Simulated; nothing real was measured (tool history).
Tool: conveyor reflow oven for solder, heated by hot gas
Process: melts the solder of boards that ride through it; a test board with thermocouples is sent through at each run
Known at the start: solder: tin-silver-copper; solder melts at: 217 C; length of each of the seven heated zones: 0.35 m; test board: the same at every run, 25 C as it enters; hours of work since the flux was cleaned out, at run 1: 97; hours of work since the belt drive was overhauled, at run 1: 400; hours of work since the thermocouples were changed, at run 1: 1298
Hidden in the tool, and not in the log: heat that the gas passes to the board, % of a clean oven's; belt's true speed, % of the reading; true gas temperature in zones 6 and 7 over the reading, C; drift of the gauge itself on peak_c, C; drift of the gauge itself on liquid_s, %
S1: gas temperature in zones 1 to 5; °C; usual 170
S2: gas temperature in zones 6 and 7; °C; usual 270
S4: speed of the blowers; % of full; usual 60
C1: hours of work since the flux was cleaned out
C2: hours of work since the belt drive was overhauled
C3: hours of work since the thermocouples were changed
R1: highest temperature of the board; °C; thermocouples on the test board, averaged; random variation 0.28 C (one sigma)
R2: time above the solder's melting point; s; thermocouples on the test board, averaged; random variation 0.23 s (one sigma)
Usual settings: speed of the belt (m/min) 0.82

Run 1, hour 0: usual settings; C1 97; C2 400; C3 1298. Result: R1 244.4 °C, R2 31.4 s.
At hour 9.4: thermocouples of zones 6 and 7 changed.
Run 2, hour 31.8: usual settings but S4 88 % of full; C1 119; C2 423; C3 17. Result: R1 248.7 °C, R2 34.7 s.
Run 3, hour 87.7: usual settings but S4 88 % of full; C1 161; C2 464; C3 59. Result: R1 247.8 °C, R2 34.1 s.
Run 4, hour 111.2: usual settings but S2 271 °C, S4 88 % of full; C1 179; C2 482; C3 76. Result: R1 248.9 °C, R2 34.7 s.
At hour 123.9: flux residue cleaned out of gas plates and filters.
Run 5, hour 156.1: usual settings but S2 279 °C; C1 24; C2 512; C3 106. Result: R1 250.7 °C, R2 34.7 s.
Run 6, hour 181.9: usual settings but S2 279 °C; C1 44; C2 531; C3 126. Result: R1 250 °C, R2 34.8 s.
Run 7, hour 207.2: usual settings but S2 279 °C; C1 62; C2 550; C3 145. Result: R1 249.8 °C, R2 34.8 s.
Run 8, hour 234.8: usual settings but S2 279 °C; C1 83; C2 571; C3 165. Result: R1 249.6 °C, R2 34.7 s.
Run 9, hour 258.2: usual settings but S2 279 °C; C1 101; C2 589; C3 183. Result: R1 248.9 °C, R2 34.2 s.
Run 10, hour 297.1: usual settings but S2 264 °C, S4 63 % of full; C1 130; C2 618; C3 212. Result: R1 238.5 °C, R2 27.2 s.
Run 11, hour 351.9: usual settings but S2 264 °C, S4 63 % of full; C1 171; C2 659; C3 253. Result: R1 238 °C, R2 26.7 s.
At hour 374.3: flux residue cleaned out of gas plates and filters.
Run 12, hour 380.9: usual settings but S2 264 °C, S4 63 % of full; C1 5; C2 677; C3 271. Result: R1 240.9 °C, R2 29.1 s.
Run 13, hour 423.4: usual settings but S2 266 °C, S4 53 % of full; C1 37; C2 709; C3 303. Result: R1 237.7 °C, R2 26.5 s.
At hour 435.9: belt drive overhauled, speed set with a stopwatch.
Run 14, hour 465: usual settings but S2 266 °C, speed of the belt (m/min) 0.861, S4 53 % of full; C1 65; C2 22; C3 332. Result: R1 234.6 °C, R2 21.9 s.
Run 15, hour 513.5: usual settings but S1 172 °C, S2 277 °C, speed of the belt (m/min) 0.818, S4 83 % of full; C1 102; C2 58; C3 368. Result: R1 255.3 °C, R2 38.4 s.
Run 16, hour 555.2: usual settings but S1 169 °C, speed of the belt (m/min) 0.897, S4 51 % of full; C1 133; C2 90; C3 399. Result: R1 233.3 °C, R2 19.3 s.
Run 17, hour 613.5: usual settings but S1 164 °C, S2 259 °C, speed of the belt (m/min) 0.889, S4 77 % of full; C1 177; C2 133; C3 443. Result: R1 233 °C, R2 19.5 s.
At hour 630.1: flux residue cleaned out of gas plates and filters.
Run 18, hour 651.3: usual settings but S1 166 °C, S2 274 °C, speed of the belt (m/min) 0.814, S4 73 % of full; C1 16; C2 158; C3 468. Result: R1 250.5 °C, R2 34.7 s.

Hidden state at the last listed run before each entry between runs and at the first one after, where it differs:
Between runs 1 and 2: thermocouples of zones 6 and 7 changed (hour 9.4)
  heat that the gas passes to the board, % of a clean oven's: 94.9 -> 94; belt's true speed, % of the reading: 99.24 -> 99.19; true gas temperature in zones 6 and 7 over the reading, C: 4.5 -> 0.41
  measured less the result without the state, R1: +2.1 -> -1.5 °C; R2: +1.3 -> -0.8 s
Between runs 4 and 5: flux residue cleaned out of gas plates and filters (hour 123.9)
  heat that the gas passes to the board, % of a clean oven's: 91.7 -> 98.9; belt's true speed, % of the reading: 99.04 -> 98.97; true gas temperature in zones 6 and 7 over the reading, C: 0.63 -> 0.74
  measured less the result without the state, R1: -2.2 -> +0.7 °C; R2: -1.3 -> +0.7 s
Between runs 11 and 12: flux residue cleaned out of gas plates and filters (hour 374.3)
  heat that the gas passes to the board, % of a clean oven's: 92.7 -> 99.6; belt's true speed, % of the reading: 98.62 -> 98.58; true gas temperature in zones 6 and 7 over the reading, C: 1.28 -> 1.34
  measured less the result without the state, R1: -0.9 -> +1.5 °C; R2: -0.7 -> +1.6 s
Between runs 13 and 14: belt drive overhauled, speed set with a stopwatch (hour 435.9)
  heat that the gas passes to the board, % of a clean oven's: 98.1 -> 96.9; belt's true speed, % of the reading: 98.51 -> 99.79; true gas temperature in zones 6 and 7 over the reading, C: 1.46 -> 1.56
  measured less the result without the state, R1: +1.2 -> +0.2 °C; R2: +1.3 -> +0.1 s
Between runs 17 and 18: flux residue cleaned out of gas plates and filters (hour 630.1)
  heat that the gas passes to the board, % of a clean oven's: 92.4 -> 98.7; belt's true speed, % of the reading: 99.52 -> 99.46; true gas temperature in zones 6 and 7 over the reading, C: 1.98 -> 2.07
  measured less the result without the state, R1: -1.1 -> +1.5 °C; R2: -1.4 -> +0.9 s
